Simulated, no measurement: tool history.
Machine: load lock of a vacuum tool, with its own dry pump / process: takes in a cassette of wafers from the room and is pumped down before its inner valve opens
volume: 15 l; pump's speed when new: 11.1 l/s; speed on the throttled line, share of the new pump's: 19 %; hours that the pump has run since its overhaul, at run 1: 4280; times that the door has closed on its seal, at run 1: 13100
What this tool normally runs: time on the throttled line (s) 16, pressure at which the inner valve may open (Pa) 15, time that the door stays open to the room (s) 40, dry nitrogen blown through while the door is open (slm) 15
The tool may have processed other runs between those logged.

run,hour,time on the throttled line (s),pressure at which the inner valve may open (Pa),time that the door stays open to the room (s),dry nitrogen blown through while the door is open (slm),hours that the pump has run since its overhaul,times that the door has closed on its seal,"incoming humidity of the room's air, %",time from the closed door until the inner valve may open (s),rise of the pressure with all valves shut (Pa/min)
1,0,16,15,40,15,4280,13100,44.8,24.84,0.037
2,47.7,16,15,40,15,4327,13331,46.4,24.9,0.031
3,116.1,16,15,40,15,4396,13662,47.7,24.91,0.033
4,191.1,16,15,40,15,4471,14024,44.1,24.97,0.03
5,234.9,16,15,40,15,4514,14236,46.5,25.04,0.032
6,321,16,15,40,6,4601,14653,41.6,24.98,0.045
7,410,16,15,40,6,4690,15083,44.4,24.97,0.047
8,493.9,13,15,40,15,4774,15489,44.7,22.5,0.031
9,559.9,13,15,40,14,4839,15808,46,22.68,0.03
10,641.8,16,15,40,15,4921,16205,41.3,25.03,0.026
11,740.1,16,15,40,15,5020,16680,43.8,24.92,0.03
12,802.5,16,15,40,15,5082,16982,38.5,25,0.031
13,875.8,16,15,40,15,5155,17336,45.2,24.9,0.031
14,960.2,16,25,40,15,5240,17744,46,24.27,0.032
15,1059.2,16,15,40,25,5339,18224,46,25.02,0.019
16,1159.7,17,15,40,15,5439,18710,42.4,25.79,0.033
17,1221.3,17,15,40,15,5501,19007,44.8,25.77,0.037
18,1272.4,16,15,40,29,5552,19255,45.8,25.03,0.022
19,1313.8,16,15,40,29,5593,19455,44.3,24.99,0.025
20,1382.9,16,16,40,41,5662,19789,45.6,24.99,0.019
21,1461.1,16,16,40,41,5741,20167,47.4,24.85,0.02
22,1534.8,17,22,48,5,5814,20524,45,25.18,0.059
23,1585.6,16,15,40,5,5865,20769,47.4,24.96,0.059
24,1680.5,16,15,40,25,5960,21228,45,24.92,0.022
25,1748.2,16,15,66,15,6028,21556,49.2,25.01,0.04
26,1829.7,16,15,104,15,6109,21950,46.5,25.03,0.048
27,1906.1,16,24,111,15,6186,22320,44.6,24.29,0.05
28,1977,24,18,105,15,6257,22663,45.1,31.25,0.044
29,2026.3,21,13,71,10,6306,22901,43.8,29.17,0.047
30,2100.3,16,15,40,4,6380,23259,46.1,25.05,0.06
31,2186.2,16,26,192,5,6466,23675,43.5,24.21,0.1
32,2228,16,26,192,5,6508,23877,48.3,24.19,0.111
33,2279.9,20,15,40,5,6559,24128,48.2,28.24,0.06
34,2376.1,20,15,70,12,6656,24593,44.1,28.2,0.041
35,2444.5,11,14,137,9,6724,24924,47.4,20.93,0.072
36,2503.5,11,12,30,7,6783,25209,44.6,21.21,0.042
37,2564,16,15,68,15,6844,25502,43.2,25.08,0.042

Consider 4 possible next runs. They are alternatives, not a sequence: every one starts from the tool as it was left by run 37. What does each give?
A,2651.6,24,17,40,42,6931,25926,43.9,?,?
B,2651.6,16,15,85,15,6931,25926,42.7,?,?
C,2651.6,16,15,222,8,6931,25926,44.5,?,?
D,2651.6,16,16,137,8,6931,25926,46.7,?,?

run,time from the closed door until the inner valve may open (s),rise of the pressure with all valves shut (Pa/min)
A,31.35,0.023
B,25,0.038
C,24.97,0.087
D,24.95,0.076
The same runs, with their run-to-run variation unchanged, on a tool lacking any hidden condition would have given:
run,time from the closed door until the inner valve may open (s),rise of the pressure with all valves shut (Pa/min)
A,31.34,0.022
B,24.99,0.038
C,24.96,0.086
D,24.94,0.075
